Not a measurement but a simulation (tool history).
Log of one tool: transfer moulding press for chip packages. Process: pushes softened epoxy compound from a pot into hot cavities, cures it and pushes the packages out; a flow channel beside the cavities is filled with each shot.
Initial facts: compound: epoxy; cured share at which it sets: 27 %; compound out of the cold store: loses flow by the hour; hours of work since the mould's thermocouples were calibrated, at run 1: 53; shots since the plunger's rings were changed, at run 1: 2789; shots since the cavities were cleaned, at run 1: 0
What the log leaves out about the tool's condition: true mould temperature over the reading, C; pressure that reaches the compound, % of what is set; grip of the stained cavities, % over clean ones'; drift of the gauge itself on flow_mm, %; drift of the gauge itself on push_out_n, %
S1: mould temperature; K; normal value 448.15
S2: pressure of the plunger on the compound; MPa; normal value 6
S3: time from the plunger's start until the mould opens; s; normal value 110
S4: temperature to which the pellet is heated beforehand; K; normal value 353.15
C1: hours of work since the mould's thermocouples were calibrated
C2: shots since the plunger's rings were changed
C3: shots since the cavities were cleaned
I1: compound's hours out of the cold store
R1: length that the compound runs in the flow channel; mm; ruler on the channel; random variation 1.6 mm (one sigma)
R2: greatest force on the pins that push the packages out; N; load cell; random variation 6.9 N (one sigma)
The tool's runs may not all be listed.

Run 1, hour 0: usual settings; C1 53; C2 2789; C3 0; I1 34.8. Result: R1 670 mm, R2 278 N.
Run 2, hour 8.7: usual settings but S3 115 s; C1 57; C2 2853; C3 64; I1 37.5. Result: R1 661 mm, R2 275 N.
Run 3, hour 16.8: usual settings but S2 5.15 MPa; C1 61; C2 2912; C3 123; I1 34.4. Result: R1 619 mm, R2 314 N.
Run 4, hour 26.1: usual settings but S2 5.15 MPa; C1 65; C2 2980; C3 191; I1 23.7. Result: R1 646 mm, R2 311 N.
Run 5, hour 34.1: usual settings but S2 5.15 MPa; C1 69; C2 3038; C3 249; I1 16.9. Result: R1 665 mm, R2 333 N.
At hour 41.3: plunger's sealing rings changed.
Run 6, hour 41.3: usual settings but S2 5.15 MPa; C1 71; C2 0; C3 283; I1 27. Result: R1 649 mm, R2 337 N.
Run 7, hour 48: usual settings but S1 452.15 K, S2 5.15 MPa; C1 74; C2 49; C3 332; I1 43.4. Result: R1 599 mm, R2 322 N.
Run 8, hour 52.3: usual settings but S1 452.15 K, S2 5.15 MPa; C1 77; C2 80; C3 363; I1 33.2. Result: R1 622 mm, R2 312 N.
Run 9, hour 58.5: usual settings but S1 452.15 K, S2 5.15 MPa; C1 79; C2 125; C3 408; I1 23.1. Result: R1 646 mm, R2 315 N.
At hour 62.6: cavities cleaned with cleaning compound and waxed.
Run 10, hour 65.8: usual settings but S1 452.15 K, S2 5.15 MPa; C1 82; C2 167; C3 23; I1 27.8. Result: R1 634 mm, R2 261 N.
Run 11, hour 72.2: usual settings but S2 6.06 MPa; C1 85; C2 214; C3 70; I1 41.5. Result: R1 666 mm, R2 310 N.
Run 12, hour 81.4: usual settings but S1 449.15 K, S2 4.68 MPa, S4 351.15 K; C1 89; C2 281; C3 137; I1 46. Result: R1 571 mm, R2 297 N.
Run 13, hour 87.9: usual settings but S1 447.15 K, S2 4.68 MPa, S4 344.15 K; C1 93; C2 328; C3 184; I1 32.6. Result: R1 607 mm, R2 324 N.
Run 14, hour 93.5: usual settings but S3 126 s; C1 95; C2 369; C3 225; I1 16.9. Result: R1 725 mm, R2 306 N.
Run 15, hour 99.5: usual settings but S1 451.15 K, S3 126 s, S4 359.15 K; C1 98; C2 413; C3 269; I1 31.3. Result: R1 677 mm, R2 292 N.
Run 16, hour 104.6: usual settings but S1 451.15 K, S2 7.28 MPa, S4 358.15 K; C1 100; C2 450; C3 306; I1 24.9. Result: R1 766 mm, R2 314 N.
Run 17, hour 112.2: usual settings but S1 451.15 K, S2 5.99 MPa, S3 99 s, S4 358.15 K; C1 104; C2 506; C3 362; I1 14.6. Result: R1 720 mm, R2 342 N.
Run 18, hour 117: usual settings but S1 450.15 K, S2 5.07 MPa, S3 112 s; C1 106; C2 540; C3 396; I1 36.9. Result: R1 615 mm, R2 306 N.
At hour 122.5: cavities cleaned with cleaning compound and waxed.
Run 19, hour 124.1: usual settings but S1 440.15 K, S3 106 s, S4 345.15 K; C1 109; C2 581; C3 11; I1 37.4. Result: R1 698 mm, R2 495 N.
Run 20, hour 132.2: usual settings but S1 440.15 K, S3 106 s, S4 361.15 K; C1 113; C2 640; C3 70; I1 16.3. Result: R1 757 mm, R2 504 N.
Run 21, hour 136.3: usual settings but S2 6.25 MPa, S3 136 s, S4 363.15 K; C1 115; C2 670; C3 100; I1 22.6. Result: R1 723 mm, R2 275 N.

A few steps of R1 between consecutive runs. Split each: what settings, incoming material and random variation would produce without the hidden state, and what is left over for the hidden state, along with gauge scatter present in only one of the two compared results (measured, and without hidden state):
Run 2 -> 3: S2 6 -> 5.15, S3 115 -> 110. R1 -42 mm: hidden state +1, all else -43.
Run 5 -> 6: plunger's sealing rings changed. R1 -16 mm: hidden state +12, all else -28.
Run 13 -> 14: S1 447.15 -> 448.15, S2 4.68 -> 6, S3 110 -> 126, S4 344.15 -> 353.15. R1 +118 mm: hidden state -1, all else +119.
Run 17 -> 18: S1 451.15 -> 450.15, S2 5.99 -> 5.07, S3 99 -> 112, S4 358.15 -> 353.15. R1 -105 mm: hidden state +0, all else -105.
